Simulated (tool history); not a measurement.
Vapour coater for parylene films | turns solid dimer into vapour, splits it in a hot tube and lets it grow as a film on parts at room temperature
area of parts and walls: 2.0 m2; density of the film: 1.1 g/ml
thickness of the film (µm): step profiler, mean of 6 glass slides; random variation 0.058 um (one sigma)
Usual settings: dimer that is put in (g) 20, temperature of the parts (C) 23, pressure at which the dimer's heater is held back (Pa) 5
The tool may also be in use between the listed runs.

run	day	dimer that is put in (g)	temperature of the parts (C)	pressure at which the dimer's heater is held back (Pa)	thickness of the film (µm)
1	0	20	23	5	6.73
2	0.642	20	23	5	6.69
3	1.092	20	23	5	6.76
4	1.517	20	23	5	6.74
5	1.829	20	23	5	6.66
6	2.433	20	23	5	6.68
7	2.862	20	23	10.48	6.23
8	3.146	20	23	10.48	6.16
9	3.692	20	23	10.48	6.18
10	3.967	14	27	9	3.65
11	4.288	22	33	10.35	4.34
12	4.808	22	29	10.35	5.23
13	5.379	20	24	3.33	6.74
14	5.896	23	21	4	8.57
15	6.221	20	18	5.92	8.29
16	6.554	11	23	3.49	3.85
17	6.979	11	23	3.49	3.85

4 ways to go on from here, each from the tool as it stands after run 17. What would each give?
A	7.279	35	23	5	?
B	7.279	20	23	2.01	?
C	7.279	9	25	3.49	?
D	7.279	15	19	3.49	?

run	thickness of the film (µm)
A	11.51
B	7.34
C	2.88
D	6.26
Without the tool's hidden state the same runs would have given:
run	thickness of the film (µm)
A	11.57
B	7.38
C	2.89
D	6.29

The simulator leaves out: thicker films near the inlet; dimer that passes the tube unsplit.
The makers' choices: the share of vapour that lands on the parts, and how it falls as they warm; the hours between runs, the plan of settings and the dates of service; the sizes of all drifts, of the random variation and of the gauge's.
